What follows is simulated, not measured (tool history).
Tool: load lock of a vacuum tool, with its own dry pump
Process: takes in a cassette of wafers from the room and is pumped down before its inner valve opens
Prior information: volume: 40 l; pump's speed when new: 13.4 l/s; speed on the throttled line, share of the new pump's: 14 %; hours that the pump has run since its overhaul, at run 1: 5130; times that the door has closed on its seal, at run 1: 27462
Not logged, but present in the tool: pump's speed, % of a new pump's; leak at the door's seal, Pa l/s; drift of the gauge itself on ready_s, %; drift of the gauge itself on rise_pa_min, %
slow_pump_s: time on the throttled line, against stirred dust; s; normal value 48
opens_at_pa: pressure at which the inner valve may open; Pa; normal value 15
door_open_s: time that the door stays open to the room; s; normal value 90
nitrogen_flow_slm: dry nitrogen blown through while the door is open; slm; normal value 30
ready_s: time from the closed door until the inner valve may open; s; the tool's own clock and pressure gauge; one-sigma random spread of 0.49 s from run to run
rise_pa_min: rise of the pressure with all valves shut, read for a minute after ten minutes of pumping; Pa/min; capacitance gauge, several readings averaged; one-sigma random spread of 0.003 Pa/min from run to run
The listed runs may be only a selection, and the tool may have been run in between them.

| run | hour | slow_pump_s | opens_at_pa | door_open_s | nitrogen_flow_slm | hours that the pump has run since its overhaul | times that the door has closed on its seal | incoming humidity of the room's air, % | ready_s | rise_pa_min |
|---|---|---|---|---|---|---|---|---|---|---|
| 1 | 0 | 48 | 15 | 90 | 30 | 5130 | 27462 | 47.8 | 68.2 | 0.126 |
| 2 | 103.8 | 48 | 15 | 90 | 30 | 5233 | 27819 | 44.3 | 67.7 | 0.134 |
| 3 | 260 | 48 | 15 | 90 | 30 | 5390 | 28356 | 50.8 | 67.8 | 0.136 |
| 4 | 357.2 | 48 | 15 | 90 | 30 | 5487 | 28689 | 49.5 | 67.7 | 0.138 |
| 5 | 441.6 | 48 | 15 | 90 | 30 | 5571 | 28979 | 45.6 | 67.8 | 0.144 |
| 6 | 586.7 | 48 | 15 | 90 | 30 | 5716 | 29478 | 45.8 | 67.7 | 0.144 |
| 7 | 735.8 | 48 | 15 | 90 | 30 | 5865 | 29990 | 44.6 | 68.9 | 0.136 |
| 8 | 829.1 | 29 | 15 | 90 | 30 | 5959 | 30311 | 43.4 | 51.4 | 0.139 |
| 9 | 939.5 | 29 | 15 | 90 | 30 | 6069 | 30690 | 44.2 | 52 | 0.144 |
| 10 | 1033.4 | 29 | 21 | 90 | 30 | 6163 | 31012 | 50.1 | 50.4 | 0.152 |
| 11 | 1098.1 | 48 | 15 | 102 | 30 | 6228 | 31235 | 45.2 | 67.7 | 0.149 |
| 12 | 1207.9 | 48 | 15 | 90 | 36 | 6337 | 31612 | 41.5 | 67.9 | 0.144 |
| 13 | 1326.9 | 48 | 15 | 90 | 30 | 6457 | 32021 | 47.1 | 69.1 | 0.151 |
| 14 | 1418.7 | 48 | 15 | 90 | 30 | 6548 | 32336 | 41.5 | 69.1 | 0.151 |
| 15 | 1515.1 | 48 | 15 | 90 | 30 | 6645 | 32667 | 42.5 | 67.9 | 0.153 |
| 16 | 1646.9 | 48 | 15 | 41 | 30 | 6776 | 33120 | 42.9 | 67.7 | 0.139 |
| 17 | 1742.8 | 48 | 15 | 90 | 13 | 6872 | 33450 | 44.7 | 67.8 | 0.177 |
| 18 | 1813.4 | 48 | 15 | 90 | 19 | 6943 | 33692 | 44.8 | 67.7 | 0.168 |
| 19 | 1890.3 | 48 | 15 | 90 | 30 | 7020 | 33956 | 44.5 | 67.9 | 0.16 |
| 20 | 1982.4 | 49 | 15 | 38 | 30 | 7112 | 34273 | 45.6 | 69.9 | 0.156 |
| 21 | 2093.6 | 48 | 13 | 38 | 30 | 7223 | 34655 | 47.2 | 69.5 | 0.159 |
| 22 | 2193.7 | 48 | 13 | 28 | 43 | 7323 | 34999 | 44.8 | 68.5 | 0.15 |
| 23 | 2314.3 | 48 | 13 | 28 | 43 | 7444 | 35413 | 43.8 | 69.2 | 0.159 |
| 24 | 2395.4 | 67 | 15 | 63 | 30 | 7525 | 35691 | 45.7 | 83.4 | 0.171 |
| 25 | 2544.2 | 67 | 11 | 63 | 45 | 7674 | 36203 | 47.5 | 85.6 | 0.16 |
| 26 | 2643.4 | 43 | 17 | 63 | 16 | 7773 | 36544 | 46.6 | 63.9 | 0.185 |
| 27 | 2774.8 | 43 | 17 | 63 | 16 | 7904 | 36995 | 39.1 | 63.4 | 0.184 |
| 28 | 2840.6 | 83 | 15 | 37 | 30 | 7970 | 37221 | 44 | 98.4 | 0.175 |
| 29 | 2933.1 | 51 | 14 | 64 | 11 | 8063 | 37539 | 44.9 | 70.8 | 0.197 |
| 30 | 3088 | 48 | 11 | 90 | 20 | 8218 | 38071 | 44.6 | 69.2 | 0.197 |
| 31 | 3210.9 | 48 | 18 | 33 | 30 | 8341 | 38493 | 42.7 | 67 | 0.18 |
| 32 | 3356.8 | 71 | 15 | 38 | 8 | 8486 | 38994 | 45.9 | 88.9 | 0.205 |
| 33 | 3449.1 | 28 | 24 | 101 | 8 | 8579 | 39311 | 41.6 | 49.6 | 0.22 |
| 34 | 3560 | 28 | 24 | 101 | 8 | 8690 | 39693 | 48.7 | 50.7 | 0.232 |
| 35 | 3627.5 | 27 | 24 | 29 | 8 | 8757 | 39924 | 43.6 | 49.7 | 0.205 |
| 36 | 3727.4 | 27 | 24 | 29 | 8 | 8857 | 40268 | 47.2 | 49.1 | 0.204 |
| 37 | 3808.1 | 27 | 24 | 29 | 8 | 8938 | 40545 | 44.1 | 49.5 | 0.207 |

Below are 3 alternative next runs, each starting from the tool's condition after run 37. Predict each:
| A | 3933.3 | 64 | 18 | 195 | 30 | 9063 | 40975 | 45.5 | ? | ? |
| B | 3933.3 | 85 | 23 | 51 | 30 | 9063 | 40975 | 46 | ? | ? |
| C | 3933.3 | 51 | 17 | 155 | 8 | 9063 | 40975 | 41.9 | ? | ? |

| run | ready_s | rise_pa_min |
|---|---|---|
| A | 81.4 | 0.219 |
| B | 98.5 | 0.201 |
| C | 70.7 | 0.244 |
With no hidden state in the tool, these same runs would have given:
| run | ready_s | rise_pa_min |
|---|---|---|
| A | 80.7 | 0.052 |
| B | 97.9 | 0.035 |
| C | 69.9 | 0.077 |
